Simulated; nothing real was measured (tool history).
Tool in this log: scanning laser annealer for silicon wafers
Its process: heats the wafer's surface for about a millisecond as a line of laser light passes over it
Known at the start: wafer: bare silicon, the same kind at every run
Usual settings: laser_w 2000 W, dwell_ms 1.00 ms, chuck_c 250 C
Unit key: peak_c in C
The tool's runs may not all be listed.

run   hour  laser_w  dwell_ms  chuck_c  peak_c
  1    0.0     2000      1.00      250    1022
  2    8.6     2000      0.90      250     983
  3   18.9     2000      1.00      248    1023
  4   27.9     2000      1.00      248    1021
  5   38.5     2000      1.00      250    1023
  6   50.7     2000      1.00      250    1020
  7   58.2     2000      1.00      250    1022
  8   68.6     2000      1.00      250    1023
  9   79.1     2000      1.00      250    1015
 10   90.5     1895      1.00      250     979
 11  105.3     1895      1.00      250     980
     111.4  -- optics aligned, line set to its width
 12  122.7     2000      1.00      232     999
 13  129.8     2000      1.00      232    1000
 14  137.4     2000      1.00      250    1015
     150.6  -- optics aligned, line set to its width, once more
 15  152.6     2140      1.00      250    1086
 16  169.3     2140      1.00      250    1081
 17  185.3     2000      1.00      250    1026
 18  194.8     2000      1.00      250    1026
 19  208.8     2000      0.94      250    1001
 20  219.9     2000      0.94      250    1003
 21  232.2     2154      1.00      286    1119
 22  243.5     2154      1.13      210    1094
 23  258.9     2037      1.23      224    1100
 24  269.2     1861      1.17      275    1050
 25  278.7     1861      1.17      275    1049
 26  287.8     1859      1.17      283    1055
 27  303.6     1859      1.17      283    1059
 28  313.0     1859      0.82      248     898
 29  326.5     1720      1.00      229     890
 30  333.2     1885      1.23      250    1054
 31  339.9     1772      0.75      273     862
 32  347.8     1786      1.23      273    1030
 33  361.8     1786      1.21      273    1029
 34  370.1     1867      0.75      216     836
 35  380.6     1773      0.76      236     827
 36  394.8     2000      1.23      250    1100
 37  407.8     1799      1.11      277    1002
 38  415.8     1799      1.11      277    1001
 39  431.8     1799      1.11      277    1000

Estimate the outcome of run 40 from the log above:
 40  441.8     1799      1.11      277       ?

peak_c: 999 C
On a tool with no hidden condition, and with the same random variation, this run would have come out at peak_c 1014 C.

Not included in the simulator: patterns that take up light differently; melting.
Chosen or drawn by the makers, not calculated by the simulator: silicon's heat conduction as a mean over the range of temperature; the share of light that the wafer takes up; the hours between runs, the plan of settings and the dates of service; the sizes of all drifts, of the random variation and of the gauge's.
